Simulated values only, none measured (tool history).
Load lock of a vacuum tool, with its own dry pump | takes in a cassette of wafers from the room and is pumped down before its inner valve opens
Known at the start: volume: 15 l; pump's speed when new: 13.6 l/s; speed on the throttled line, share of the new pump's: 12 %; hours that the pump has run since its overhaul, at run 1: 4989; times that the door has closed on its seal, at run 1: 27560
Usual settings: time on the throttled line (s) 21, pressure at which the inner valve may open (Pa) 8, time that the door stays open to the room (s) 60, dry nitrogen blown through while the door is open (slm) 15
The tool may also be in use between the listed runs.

run,hour,time on the throttled line (s),pressure at which the inner valve may open (Pa),time that the door stays open to the room (s),dry nitrogen blown through while the door is open (slm),hours that the pump has run since its overhaul,times that the door has closed on its seal,"incoming humidity of the room's air, %",time from the closed door until the inner valve may open (s),rise of the pressure with all valves shut (Pa/min)
1,0.0,21,8,60,15,4989,27560,45.2,29.7,0.626
2,109.5,21,8,60,15,5099,27881,45.1,29.6,0.630
3,231.9,21,8,60,15,5221,28240,43.3,29.7,0.645
4,372.5,21,8,60,15,5362,28653,44.5,29.7,0.680
5,444.2,21,8,60,15,5433,28863,44.9,29.8,0.675
6,520.1,21,8,60,13,5509,29085,44.9,29.6,0.681
7,647.4,21,6,60,15,5637,29459,45.8,30.2,0.704
8,777.5,21,8,60,12,5767,29840,45.4,29.6,0.730
9,916.0,21,8,60,12,5905,30246,41.8,29.9,0.740
10,980.4,21,8,60,12,5970,30435,45.0,29.8,0.727
# hour 1039.1: door's seal changed, seat wiped
11,1104.2,21,8,60,12,6092,191,47.4,29.6,0.048
12,1192.8,21,8,60,26,6180,451,44.4,29.8,0.028
13,1282.1,21,8,60,26,6270,712,45.6,29.7,0.039
14,1375.1,21,8,60,26,6363,985,47.3,29.6,0.039
15,1439.9,21,8,60,26,6427,1175,46.6,29.8,0.040
16,1562.7,21,8,60,15,6550,1535,46.9,29.9,0.045
17,1632.8,21,8,60,15,6620,1741,45.6,30.0,0.055
18,1709.5,21,8,60,15,6697,1966,46.8,30.1,0.054
19,1795.0,24,8,60,4,6783,2216,45.4,32.5,0.090
20,1908.7,24,8,60,4,6896,2550,47.4,32.5,0.095
21,1999.9,18,7,99,29,6987,2817,45.0,27.6,0.058
22,2091.1,33,8,224,5,7079,3085,45.5,40.1,0.143
23,2191.5,33,8,224,5,7179,3379,43.3,40.2,0.139
24,2254.9,33,8,224,5,7242,3565,46.7,40.2,0.150
25,2385.6,38,16,60,44,7373,3949,42.0,43.5,0.057
26,2527.1,38,14,60,9,7515,4363,45.6,43.8,0.088
27,2666.7,38,14,60,9,7654,4773,46.9,43.8,0.096
28,2771.4,21,8,236,40,7759,5080,42.2,30.1,0.084
29,2910.5,21,8,83,15,7898,5488,45.0,30.0,0.099
30,3049.3,21,8,83,15,8037,5895,47.5,30.2,0.106
31,3166.6,21,9,28,15,8154,6239,45.7,29.8,0.089
32,3230.7,17,8,36,36,8218,6427,43.1,26.8,0.079
33,3367.1,34,14,36,36,8355,6827,42.7,40.3,0.085
34,3482.0,21,11,122,15,8470,7164,44.8,29.7,0.126
35,3612.2,18,9,153,15,8600,7545,45.2,27.4,0.136
36,3735.2,15,7,55,14,8723,7906,46.8,25.2,0.129

Each row is a separate what-if for the run after 36, all from the same tool condition, not one after another. Results?
A,3878.1,20,7,55,14,8866,8325,40.4,?,?
B,3878.1,40,8,115,11,8866,8325,46.0,?,?
C,3878.1,32,7,61,14,8866,8325,44.6,?,?
D,3878.1,15,9,55,9,8866,8325,45.1,?,?

run,time from the closed door until the inner valve may open (s),rise of the pressure with all valves shut (Pa/min)
A,29.6,0.124
B,46.6,0.156
C,39.7,0.131
D,24.9,0.136
Stripped of hidden state, with their random variation kept, the same runs would have yielded:
run,time from the closed door until the inner valve may open (s),rise of the pressure with all valves shut (Pa/min)
A,28.3,0.032
B,45.7,0.063
C,38.6,0.040
D,23.5,0.043
